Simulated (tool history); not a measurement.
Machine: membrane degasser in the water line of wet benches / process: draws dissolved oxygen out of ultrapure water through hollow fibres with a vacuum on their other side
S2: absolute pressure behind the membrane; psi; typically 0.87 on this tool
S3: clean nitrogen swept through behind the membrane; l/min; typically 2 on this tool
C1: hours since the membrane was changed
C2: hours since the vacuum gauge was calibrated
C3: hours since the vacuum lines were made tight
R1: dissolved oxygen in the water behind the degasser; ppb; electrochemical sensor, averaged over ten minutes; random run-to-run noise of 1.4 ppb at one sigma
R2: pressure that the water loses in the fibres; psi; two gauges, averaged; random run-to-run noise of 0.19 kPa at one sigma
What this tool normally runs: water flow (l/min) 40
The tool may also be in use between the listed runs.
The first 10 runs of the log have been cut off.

Run 11, hour 1433.1: usual settings but S3 0.82 l/min; C1 3996; C2 1433; C3 1935. Result: R1 282.1 ppb, R2 5.462 psi.
Run 12, hour 1609: usual settings but S3 0.82 l/min; C1 4172; C2 1609; C3 2110. Result: R1 281.8 ppb, R2 5.42 psi.
Run 13, hour 1803.3: usual settings but S3 0.82 l/min; C1 4366; C2 1803; C3 2305. Result: R1 287.9 ppb, R2 5.435 psi.
Run 14, hour 1992: usual settings but water flow (l/min) 38; C1 4555; C2 1992; C3 2494. Result: R1 139.4 ppb, R2 5.197 psi.
Run 15, hour 2109.7: usual settings; C1 4673; C2 2110; C3 2611. Result: R1 147.2 ppb, R2 5.459 psi.
Run 16, hour 2263.3: usual settings; C1 4827; C2 2263; C3 2765. Result: R1 145.3 ppb, R2 5.495 psi.
Run 17, hour 2470.6: usual settings; C1 5034; C2 2471; C3 2972. Result: R1 149.6 ppb, R2 5.48 psi.
Run 18, hour 2643: usual settings but water flow (l/min) 42, S2 0.798 psi, S3 1.04 l/min; C1 5206; C2 2643; C3 3144. Result: R1 220.4 ppb, R2 5.728 psi.
Run 19, hour 2788.2: usual settings but water flow (l/min) 28, S2 1.204 psi, S3 0.99 l/min; C1 5351; C2 2788; C3 3290. Result: R1 327.1 ppb, R2 3.864 psi.
At hour 2810.6: vacuum gauge calibrated.
Run 20, hour 3019.1: usual settings but water flow (l/min) 52, S2 1.491 psi, S3 0.81 l/min; C1 5582; C2 209; C3 3520. Result: R1 849.4 ppb, R2 7.15 psi.
At hour 3144.2: seals of the vacuum lines changed.
At hour 3176.3: vacuum gauge calibrated, once more.
Run 21, hour 3187.9: usual settings but S2 1.315 psi, S3 0.81 l/min; C1 5748; C2 12; C3 43. Result: R1 551.7 ppb, R2 5.477 psi.
Run 22, hour 3350: usual settings but S2 1.315 psi, S3 0.81 l/min; C1 5910; C2 174; C3 205. Result: R1 547.2 ppb, R2 5.474 psi.
Run 23, hour 3512.3: usual settings but water flow (l/min) 27, S2 2.041 psi, S3 1.26 l/min; C1 6073; C2 336; C3 368. Result: R1 493.1 ppb, R2 3.713 psi.
Run 24, hour 3697.8: usual settings but water flow (l/min) 27, S2 0.693 psi, S3 0.83 l/min; C1 6258; C2 521; C3 553. Result: R1 116 ppb, R2 3.729 psi.
Run 25, hour 3916.5: usual settings but water flow (l/min) 27, S2 0.693 psi, S3 0.83 l/min; C1 6477; C2 740; C3 772. Result: R1 118.7 ppb, R2 3.742 psi.
Run 26, hour 4148.1: usual settings but water flow (l/min) 27, S2 0.693 psi, S3 0.83 l/min; C1 6708; C2 972; C3 1003. Result: R1 119.3 ppb, R2 3.762 psi.
Run 27, hour 4335.1: usual settings but water flow (l/min) 58, S3 1.3 l/min; C1 6895; C2 1159; C3 1190. Result: R1 297.5 ppb, R2 8.071 psi.
Run 28, hour 4556.6: usual settings but water flow (l/min) 58, S3 1.3 l/min; C1 7117; C2 1380; C3 1412. Result: R1 295.7 ppb, R2 8.058 psi.
Run 29, hour 4692.3: usual settings but water flow (l/min) 58, S3 1.3 l/min; C1 7253; C2 1516; C3 1548. Result: R1 303 ppb, R2 8.105 psi.
Run 30, hour 4855.4: usual settings but water flow (l/min) 28; C1 7416; C2 1679; C3 1711. Result: R1 101.9 ppb, R2 3.931 psi.
Run 31, hour 5033.9: usual settings but water flow (l/min) 28, S2 0.719 psi, S3 1.85 l/min; C1 7594; C2 1858; C3 1889. Result: R1 74.7 ppb, R2 3.909 psi.

What if the next run were any one of these 3? Each begins from the tool's condition after run 31:
Run A, hour 5161.5: usual settings but water flow (l/min) 28, S2 2.065 psi, S3 1.04 l/min; C1 7722; C2 1985; C3 2017. Result: R1 ?, R2 ?.
Run B, hour 5161.5: usual settings but water flow (l/min) 28, S2 1.291 psi, S3 1.85 l/min; C1 7722; C2 1985; C3 2017. Result: R1 ?, R2 ?.
Run C, hour 5161.5: usual settings but water flow (l/min) 31, S2 0.773 psi, S3 1.85 l/min; C1 7722; C2 1985; C3 2017. Result: R1 ?, R2 ?.

run     R1     R2
  A  616.8  3.957
  B  210.5  3.877
  C   95.9  4.354
Had the tool no hidden state, the same runs would have come out as:
run     R1     R2
  A  598.9  3.694
  B  198.2  3.616
  C   82.9  4.064
